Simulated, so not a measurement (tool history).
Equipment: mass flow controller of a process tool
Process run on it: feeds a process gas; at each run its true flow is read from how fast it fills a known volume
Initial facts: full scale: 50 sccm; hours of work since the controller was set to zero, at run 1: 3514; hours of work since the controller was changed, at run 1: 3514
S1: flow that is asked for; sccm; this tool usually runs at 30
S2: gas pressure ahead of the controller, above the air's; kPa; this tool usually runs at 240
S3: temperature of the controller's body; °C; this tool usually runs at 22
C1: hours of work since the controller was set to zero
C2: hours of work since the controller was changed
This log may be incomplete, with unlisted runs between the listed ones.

Run 1, hour 0: usual settings; C1 3514; C2 3514. Result: true flow (%) 99.41.
Run 2, hour 199.5: usual settings but S2 145 kPa; C1 3633; C2 3633. Result: true flow (%) 99.07.
Run 3, hour 336.2: usual settings but S2 145 kPa; C1 3715; C2 3715. Result: true flow (%) 99.
Run 4, hour 487.1: usual settings but S3 27 °C; C1 3805; C2 3805. Result: true flow (%) 99.8.
Run 5, hour 645.6: usual settings but S3 27 °C; C1 3899; C2 3899. Result: true flow (%) 99.92.
Run 6, hour 797.5: usual settings; C1 3990; C2 3990. Result: true flow (%) 99.53.
Run 7, hour 993.1: usual settings but S1 6 sccm, S3 32 °C; C1 4107; C2 4107. Result: true flow (%) 97.42.
Run 8, hour 1167.6: usual settings but S1 6 sccm, S3 37 °C; C1 4211; C2 4211. Result: true flow (%) 97.92.
Run 9, hour 1281.5: usual settings but S1 6 sccm, S3 37 °C; C1 4278; C2 4278. Result: true flow (%) 97.89.
Run 10, hour 1529.1: usual settings but S1 32 sccm, S3 35 °C; C1 4426; C2 4426. Result: true flow (%) 100.96.
Run 11, hour 1752: usual settings but S1 5 sccm, S2 186 kPa, S3 37 °C; C1 4559; C2 4559. Result: true flow (%) 96.99.

3 options for the next run, each taken on its own from the tool as it stands now. Forecast them:
Run A, hour 1954.8: usual settings but S1 36 sccm, S2 179 kPa; C1 4680; C2 4680. Result: true flow (%) ?.
Run B, hour 1954.8: usual settings but S3 25 °C; C1 4680; C2 4680. Result: true flow (%) ?.
Run C, hour 1954.8: usual settings but S1 17 sccm, S2 221 kPa; C1 4680; C2 4680. Result: true flow (%) ?.

run  true flow (%)
  A          99.72
  B          99.91
  C          98.43
With no hidden state in the tool, these same runs would have given:
run  true flow (%)
  A          99.22
  B          99.51
  C          98.49

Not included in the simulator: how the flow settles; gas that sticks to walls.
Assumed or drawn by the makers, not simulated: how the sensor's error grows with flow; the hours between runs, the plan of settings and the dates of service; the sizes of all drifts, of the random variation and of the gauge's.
